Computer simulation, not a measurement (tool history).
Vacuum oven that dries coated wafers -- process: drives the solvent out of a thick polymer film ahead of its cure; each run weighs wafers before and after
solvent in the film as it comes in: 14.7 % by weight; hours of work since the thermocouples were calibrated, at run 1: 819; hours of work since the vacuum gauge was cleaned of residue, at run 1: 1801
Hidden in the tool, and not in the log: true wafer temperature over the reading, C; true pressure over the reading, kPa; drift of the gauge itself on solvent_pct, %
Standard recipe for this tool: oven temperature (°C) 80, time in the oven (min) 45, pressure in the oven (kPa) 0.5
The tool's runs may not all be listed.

run	hour	oven temperature (°C)	time in the oven (min)	pressure in the oven (kPa)	hours of work since the thermocouples were calibrated	hours of work since the vacuum gauge was cleaned of residue	solvent left in the film (%)
1	0	80	45	0.5	819	1801	2.56
2	80	80	45	0.3	875	1857	2.36
3	160.6	74	45	0.5	931	1912	4.21
4	206.6	74	45	0.5	963	1944	4.21
5	260.7	74	45	0.5	1000	1982	4.29
6	319	72	45	0.5	1041	2022	4.97
7	356.8	80	45	0.831	1067	2048	3.16
8	396.6	80	45	0.831	1094	2076	3.2
# hour 452.3: oven's thermocouples calibrated
9	462.9	80	45	0.36	7	2121	2.71
10	514.5	80	45	0.5	43	2156	2.96
11	594.9	68	45	0.5	99	2212	6.78
12	678.9	68	45	0.5	157	2270	6.67
13	746.4	80	33	0.5	204	2317	3.73
14	786.1	80	33	0.5	231	2345	3.8
15	820.5	80	33	0.5	255	2368	3.7
16	878.8	80	45	0.301	296	2409	2.62
17	960.8	84	29	0.5	352	2466	3.14
18	1030.1	79	69	1.349	401	2514	3.93
# hour 1072.5: vacuum gauge cleaned of residue and calibrated
19	1113.2	80	45	0.548	457	28	3.81
20	1172.8	87	45	0.548	498	69	2.62
21	1250	91	45	0.385	552	123	2.03
22	1309.9	91	45	0.385	593	165	2.01
# hour 1365.8: vacuum gauge cleaned of residue and calibrated, once more
23	1374.8	86	45	0.385	637	6	0.79
24	1414.9	70	63	1.35	665	34	5.06
25	1491	70	63	0.656	718	87	3.52
26	1572.3	70	63	0.656	774	143	3.59
27	1607.4	84	29	0.5	799	168	2.01
28	1646.4	80	24	0.5	826	195	3.71
29	1709.6	73	45	1.954	869	238	6.24
30	1767.1	80	45	0.493	909	278	1.74
31	1834.3	91	35	0.282	956	325	0.51

Describe how what the log doesn't record of the tool's condition differs between the last listed run preceding each entry between runs and the first listed run following it.
Run 8 -> run 9: oven's thermocouples calibrated (hour 452.3)
  true wafer temperature over the reading, C: 1.01 -> 0.09; true pressure over the reading, kPa: 0.661 -> 0.676
  measured less the result without the state, solvent left in the film (%): +0.84 -> +1.07
Run 18 -> run 19: vacuum gauge cleaned of residue and calibrated (hour 1072.5)
  true wafer temperature over the reading, C: 0.53 -> 0.59; true pressure over the reading, kPa: 0.804 -> 1.337
  measured less the result without the state, solvent left in the film (%): +1.27 -> +1.97
Run 22 -> run 23: vacuum gauge cleaned of residue and calibrated, once more (hour 1365.8)
  true wafer temperature over the reading, C: 0.74 -> 0.79; true pressure over the reading, kPa: 1.384 -> -0.002
  measured less the result without the state, solvent left in the film (%): +1.48 -> -0.07
